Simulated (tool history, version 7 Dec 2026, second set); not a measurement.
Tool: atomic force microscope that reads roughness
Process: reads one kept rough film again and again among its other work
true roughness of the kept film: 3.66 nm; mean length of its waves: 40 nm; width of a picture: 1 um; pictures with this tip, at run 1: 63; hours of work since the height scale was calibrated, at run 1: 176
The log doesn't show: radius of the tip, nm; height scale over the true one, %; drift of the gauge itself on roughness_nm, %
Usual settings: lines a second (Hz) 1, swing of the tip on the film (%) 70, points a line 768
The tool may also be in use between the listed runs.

run    day  lines a second (Hz)  swing of the tip on the film (%)  points a line  pictures with this tip  hours of work since the height scale was calibrated  roughness of the kept film (nm (root mean square))
  1      0                    1                                70            768                      63                                                  176                                               3.055
  2  0.554                    1                                70            768                      84                                                  186                                               3.006
  3      1                    1                                70            768                     101                                                  194                                               2.997
  4  1.421                    1                                70            768                     117                                                  202                                               2.948
  5  1.946                    1                                70            768                     136                                                  212                                               2.916
  6  2.442                    1                                70            768                     155                                                  221                                               2.888
  7  2.804                    1                                70            768                     169                                                  228                                               2.867
     3.438  -- new tip fitted
  8  3.442                    1                                70            768                       0                                                  239                                               3.173
  9  3.812                    1                                70            768                      14                                                  246                                               3.181
     3.888  -- height scale calibrated on a step standard
 10  4.333                    1                                70            768                      32                                                    8                                                3.15
 11  4.679                    1                                70            815                      45                                                   15                                               3.122
 12  5.058                    1                                77            892                      59                                                   22                                                3.02
 13  5.321                 0.94                                77            794                      69                                                   27                                               3.013

5 ways to go on from here, each from the tool as it stands after run 13. What would each give?
  A  5.892                 0.91                                82            387                      91                                                   37                                                   ?
  B  5.892                 2.13                                55            275                      91                                                   37                                                   ?
  C  5.892                    1                                65            768                      91                                                   37                                                   ?
  D  5.892                 1.35                                84            779                      91                                                   37                                                   ?
  E  5.892                  0.7                                86            794                      91                                                   37                                                   ?

run  roughness of the kept film (nm (root mean square))
  A                                               2.958
  B                                               3.036
  C                                               3.052
  D                                               2.809
  E                                               2.947
Without the tool's hidden state the same runs would have given:
run  roughness of the kept film (nm (root mean square))
  A                                               3.124
  B                                               3.208
  C                                               3.224
  D                                               2.967
  E                                               3.114

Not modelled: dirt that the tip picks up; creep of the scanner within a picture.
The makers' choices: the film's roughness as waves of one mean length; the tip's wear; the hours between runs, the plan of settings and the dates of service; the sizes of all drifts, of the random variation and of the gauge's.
